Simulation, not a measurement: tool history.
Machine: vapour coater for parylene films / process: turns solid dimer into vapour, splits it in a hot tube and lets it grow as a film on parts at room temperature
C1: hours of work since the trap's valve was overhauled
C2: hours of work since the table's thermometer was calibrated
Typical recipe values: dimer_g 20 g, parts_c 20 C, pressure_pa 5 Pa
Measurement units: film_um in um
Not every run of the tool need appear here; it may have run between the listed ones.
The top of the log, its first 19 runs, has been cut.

{"run": 20, "hour": 263.6, "dimer_g": 19, "parts_c": 14, "pressure_pa": 10.8, "C1": 37, "C2": 550, "film_um": 8.81}
{"hour": 284.1, "done": "trap's valve overhauled, once more"}
{"run": 21, "hour": 284.5, "dimer_g": 14, "parts_c": 14, "pressure_pa": 2.82, "C1": 0, "C2": 562, "film_um": 8.88}
{"run": 22, "hour": 294.1, "dimer_g": 20, "parts_c": 17, "pressure_pa": 5, "C1": 7, "C2": 569, "film_um": 10.88}
{"run": 23, "hour": 312.3, "dimer_g": 26, "parts_c": 20, "pressure_pa": 4.6, "C1": 21, "C2": 583, "film_um": 13.3}
{"run": 24, "hour": 320.1, "dimer_g": 26, "parts_c": 20, "pressure_pa": 4.6, "C1": 27, "C2": 589, "film_um": 13.23}
{"run": 25, "hour": 335.9, "dimer_g": 8, "parts_c": 20, "pressure_pa": 2.52, "C1": 39, "C2": 601, "film_um": 4.35}
{"run": 26, "hour": 350.1, "dimer_g": 8, "parts_c": 20, "pressure_pa": 2.52, "C1": 49, "C2": 611, "film_um": 4.42}
{"run": 27, "hour": 369.0, "dimer_g": 8, "parts_c": 21, "pressure_pa": 2.31, "C1": 63, "C2": 625, "film_um": 4.27}

The next listed run, before its measurement:
{"run": 28, "hour": 378.4, "dimer_g": 31, "parts_c": 15, "pressure_pa": 5, "C1": 70, "C2": 632, "film_um": "?"}

{"run 28": {"film_um": 17.16}}
With no hidden state in the tool, this same run would have given film_um 17.7 um.
